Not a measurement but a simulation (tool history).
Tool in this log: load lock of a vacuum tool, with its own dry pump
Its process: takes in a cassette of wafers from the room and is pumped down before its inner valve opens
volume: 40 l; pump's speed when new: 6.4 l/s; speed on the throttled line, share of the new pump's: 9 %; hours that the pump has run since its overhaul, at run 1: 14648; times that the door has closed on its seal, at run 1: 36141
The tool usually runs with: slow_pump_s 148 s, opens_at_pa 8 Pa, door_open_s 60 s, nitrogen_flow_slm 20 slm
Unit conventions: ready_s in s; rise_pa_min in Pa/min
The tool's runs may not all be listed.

run,hour,slow_pump_s,opens_at_pa,door_open_s,nitrogen_flow_slm,hours that the pump has run since its overhaul,times that the door has closed on its seal,"incoming humidity of the room's air, %",ready_s,rise_pa_min
1,0.0,148,8,60,20,14648,36141,48.5,206.3,0.491
2,546.0,148,8,60,20,15194,37313,43.7,206.1,0.512
3,783.4,148,8,60,29,15432,37822,45.4,205.7,0.512
4,1318.3,148,7,60,29,15966,38970,41.7,206.7,0.536
# hour 1614.7: door's seal changed, seat wiped
5,1729.2,148,8,60,20,16376,246,43.2,207.4,0.036
6,2153.2,148,8,60,20,16800,1156,44.1,205.8,0.047
7,2575.3,148,8,60,20,17222,2061,44.7,206.6,0.046
8,2886.5,148,8,60,20,17533,2729,42.4,206.8,0.053
9,3271.9,148,8,60,20,17919,3556,51.2,206.6,0.057
10,3838.7,148,8,60,20,18485,4773,45.0,207.3,0.066
11,4275.5,148,8,60,20,18922,5710,42.4,209.2,0.070
# hour 4608.9: dry pump taken out, an overhauled one fitted
12,4698.8,148,8,60,21,90,6605,50.3,193.4,0.083
13,5020.0,148,8,60,20,411,7295,46.8,192.0,0.088
14,5325.6,123,8,60,20,717,7950,44.1,170.9,0.087
15,5586.3,148,8,60,4,977,8510,51.6,193.3,0.110
16,5977.5,148,9,60,20,1369,9349,43.0,193.3,0.096
17,6259.4,148,8,60,20,1650,9954,44.2,192.9,0.103
18,6551.8,148,8,60,20,1943,10582,44.7,193.8,0.112
19,7009.8,148,8,60,20,2401,11565,40.8,193.6,0.112
20,7368.5,148,8,60,20,2760,12334,47.7,193.4,0.131
21,7728.7,159,15,31,6,3120,13107,46.4,199.3,0.137
22,8198.8,148,9,44,34,3590,14116,46.2,194.2,0.144
23,8473.4,148,9,44,34,3864,14705,47.1,194.1,0.145
24,8808.7,148,8,52,20,4200,15425,45.1,195.2,0.165
25,9038.3,148,8,113,20,4429,15917,45.8,196.2,0.178
26,9586.6,148,8,113,20,4978,17094,46.3,195.1,0.188
27,9817.2,237,9,105,8,5208,17589,41.2,274.2,0.200
28,10115.3,237,9,143,15,5506,18229,43.1,278.4,0.205
29,10562.0,144,9,95,19,5953,19187,44.4,191.4,0.219
30,10885.2,144,9,95,19,6276,19881,45.4,192.3,0.219
31,11316.6,255,8,60,20,6708,20806,43.7,292.4,0.218
32,11876.8,153,8,217,13,7268,22008,45.1,201.1,0.287
33,12387.8,103,8,60,6,7779,23105,43.5,158.3,0.269
34,12746.9,148,10,26,20,8138,23876,44.8,197.3,0.250
35,12982.9,148,10,26,20,8374,24382,46.7,195.6,0.255
36,13283.3,148,14,60,20,8674,25027,43.8,195.1,0.275
37,13648.7,148,8,60,20,9040,25811,45.5,200.5,0.300
38,14065.0,188,8,64,20,9456,26704,43.6,235.9,0.305

What differs in the tool's unlogged condition from the final listed run ahead of each entry between runs to the first listed run following it?
Run 4 -> run 5: door's seal changed, seat wiped (hour 1614.7)
  pump's speed, % of a new pump's: 79.3 -> 78.8; leak at the door's seal, Pa l/s: 0.3363 -> 0.0027
  measured less the result without the state, ready_s: +12.4 -> +12.6 s; rise_pa_min: +0.505 -> +0.001 Pa/min
Run 11 -> run 12: dry pump taken out, an overhauled one fitted (hour 4608.9)
  pump's speed, % of a new pump's: 75.6 -> 101.8; leak at the door's seal, Pa l/s: 0.0228 -> 0.0269
  measured less the result without the state, ready_s: +15.1 -> -0.8 s; rise_pa_min: +0.031 -> +0.037 Pa/min
